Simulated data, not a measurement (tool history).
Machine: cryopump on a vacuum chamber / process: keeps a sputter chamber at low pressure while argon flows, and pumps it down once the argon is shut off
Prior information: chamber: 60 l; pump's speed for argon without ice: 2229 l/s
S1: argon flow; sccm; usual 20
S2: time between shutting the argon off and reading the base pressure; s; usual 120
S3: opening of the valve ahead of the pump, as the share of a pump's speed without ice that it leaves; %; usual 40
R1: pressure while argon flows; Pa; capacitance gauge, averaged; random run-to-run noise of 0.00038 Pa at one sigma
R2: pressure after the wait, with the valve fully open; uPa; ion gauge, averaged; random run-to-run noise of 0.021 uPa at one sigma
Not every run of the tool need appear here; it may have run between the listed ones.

run,hour,S1,S2,S3,R1,R2
1,0.0,20,120,40,0.0392,0.62
2,11.3,20,80,40,0.0392,0.83
3,21.0,20,120,17,0.0898,0.68
4,31.9,20,120,17,0.0901,0.64
5,54.2,20,120,17,0.0901,0.67
6,68.8,20,120,17,0.0908,0.71
7,89.9,20,120,17,0.0911,0.75
8,110.3,20,120,17,0.0918,0.69
9,123.0,20,120,17,0.0902,0.69
10,138.9,20,154,40,0.0400,0.65
11,154.5,20,114,40,0.0398,0.82
12,175.6,20,25,40,0.0395,2.14
13,192.5,20,120,40,0.0406,0.76
14,208.3,20,120,40,0.0403,0.80
15,219.8,20,38,40,0.0403,1.63
16,229.1,13,120,40,0.0267,0.83
17,249.1,13,120,40,0.0262,0.82
18,264.3,20,291,40,0.0406,0.64
19,274.5,11,59,40,0.0224,1.26
20,285.9,28,130,47,0.0493,0.83
21,301.0,20,111,37,0.0438,0.90
22,324.0,26,299,50,0.0433,0.67
23,333.6,26,299,50,0.0432,0.72
24,349.5,11,22,38,0.0245,2.63
25,370.0,9,221,27,0.0267,0.78
26,385.5,9,165,27,0.0264,0.83
27,404.6,13,120,27,0.0397,0.92
# hour 421.3: pump warmed up, emptied and cooled again
28,422.9,22,34,40,0.0419,1.87
29,438.0,25,27,22,0.0867,2.23
30,456.4,16,204,27,0.0454,0.78
31,477.3,16,204,27,0.0456,0.75
32,488.7,13,132,40,0.0253,0.89
33,510.5,13,132,40,0.0241,0.91
34,520.0,10,120,49,0.0165,0.98

Each row is a separate what-if for the run after 34, all from the same tool condition, not one after another. Results?
A,538.9,20,121,22,?,?
B,538.9,35,51,21,?,?
C,538.9,21,143,29,?,?

run,R1,R2
A,0.0701,0.98
B,0.1285,1.53
C,0.0554,0.90
What these runs would have given with no unlogged condition in the tool:
run,R1,R2
A,0.0693,0.51
B,0.1270,1.05
C,0.0546,0.43

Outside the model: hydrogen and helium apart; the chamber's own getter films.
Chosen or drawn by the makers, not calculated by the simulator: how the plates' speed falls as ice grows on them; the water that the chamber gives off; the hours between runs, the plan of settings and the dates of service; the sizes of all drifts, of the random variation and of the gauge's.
